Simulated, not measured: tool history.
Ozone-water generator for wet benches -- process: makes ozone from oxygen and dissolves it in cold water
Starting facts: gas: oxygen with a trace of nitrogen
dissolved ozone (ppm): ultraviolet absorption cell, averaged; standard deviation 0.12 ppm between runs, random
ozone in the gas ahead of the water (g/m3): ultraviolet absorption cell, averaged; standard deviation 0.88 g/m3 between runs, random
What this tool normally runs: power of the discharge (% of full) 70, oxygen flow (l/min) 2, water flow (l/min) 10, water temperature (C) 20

run   hour  power of the discharge (% of full)  oxygen flow (l/min)  water flow (l/min)  water temperature (C)  dissolved ozone (ppm)  ozone in the gas ahead of the water (g/m3)
  1      0                                  70                    2                  10                     20                   10.7                                       146.1
  2     20                                  70                    2                  10                     20                   10.7                                       146.3
  3   37.1                                  70                    2                  10                     20                   10.8                                       145.4
  4   62.7                                  70                    2                  10                     20                   10.7                                       144.8
  5   89.9                                  70                    2                  10                     20                   10.6                                         145
  6  124.8                                  42                    2                  10                     20                    8.1                                       111.8
  7  155.7                                  42                    2                  10                     22                    7.9                                         112
  8  173.9                                  70                    2                  10                     14                   11.5                                       145.6
  9  200.8                                  70                    2                  15                     20                    7.2                                       144.7
 10    232                                  70                    2                  15                     20                    7.4                                       144.5
 11  266.1                                  70                    2                  15                     20                    7.3                                         146
 12  293.4                                  70                 1.69                  10                     20                   10.6                                       161.6
 13  313.8                                  70                    2                  10                     20                   10.6                                       143.3
 14  329.7                                  70                  2.4                  10                     20                   10.5                                       130.2
 15  351.4                                  70                  2.4                  10                     20                   10.6                                       130.4
     354.7  -- water thermometer calibrated
 16  388.5                                  56                    2                  10                     20                    9.4                                       129.5
 17    413                                  56                    2                  10                     20                    9.7                                       129.2
 18  438.8                                  70                    2                  10                     28                    9.4                                         146
 19  456.4                                  70                    2                  10                     28                    9.4                                       144.2
 20  487.9                                  70                 1.43                  10                     20                   10.5                                       178.7
 21  519.2                                  90                 2.89                   9                     15                   13.6                                       130.5
       531  -- water thermometer calibrated, once more
 22  551.9                                  64                 2.37                  10                     13                   11.3                                       125.6
 23  581.2                                  53                  3.3                  10                     25                    8.2                                        91.9
 24  612.7                                  53                  3.3                  10                     25                    8.1                                        93.5
 25  635.1                                  45                 2.87                  10                     25                    7.7                                        92.4
 26  669.3                                  45                 2.87                  14                     15                    6.7                                        92.8
 27  691.5                                  45                 2.87                  14                     15                    6.8                                          92
 28  724.3                                  45                 1.37                   8                     15                   10.9                                       144.8
 29  743.7                                  91                 3.32                  10                     15                   12.6                                       121.5
 30  770.4                                  91                 3.32                  10                     15                   12.6                                       120.2
 31  800.7                                  62                    2                  12                     27                    7.7                                       135.6
 32  823.1                                  62                    2                  12                     27                    7.8                                       135.3

4 options for the next run, each taken on its own from the tool as it stands now. Forecast them:
  A  847.7                                  75                    2                   9                     20                      ?                                           ?
  B  847.7                                  70                 2.04                  10                     20                      ?                                           ?
  C  847.7                                  70                 1.11                  15                     17                      ?                                           ?
  D  847.7                                  70                 1.28                  10                     20                      ?                                           ?

run  dissolved ozone (ppm)  ozone in the gas ahead of the water (g/m3)
  A                   12.1                                       149.1
  B                   10.6                                       143.5
  C                    6.9                                       209.7
  D                   10.6                                       191.3
What these runs would have given with no unlogged condition in the tool:
run  dissolved ozone (ppm)  ozone in the gas ahead of the water (g/m3)
  A                   13.1                                       149.9
  B                   11.6                                       144.2
  C                    7.5                                       210.8
  D                   11.5                                       192.3
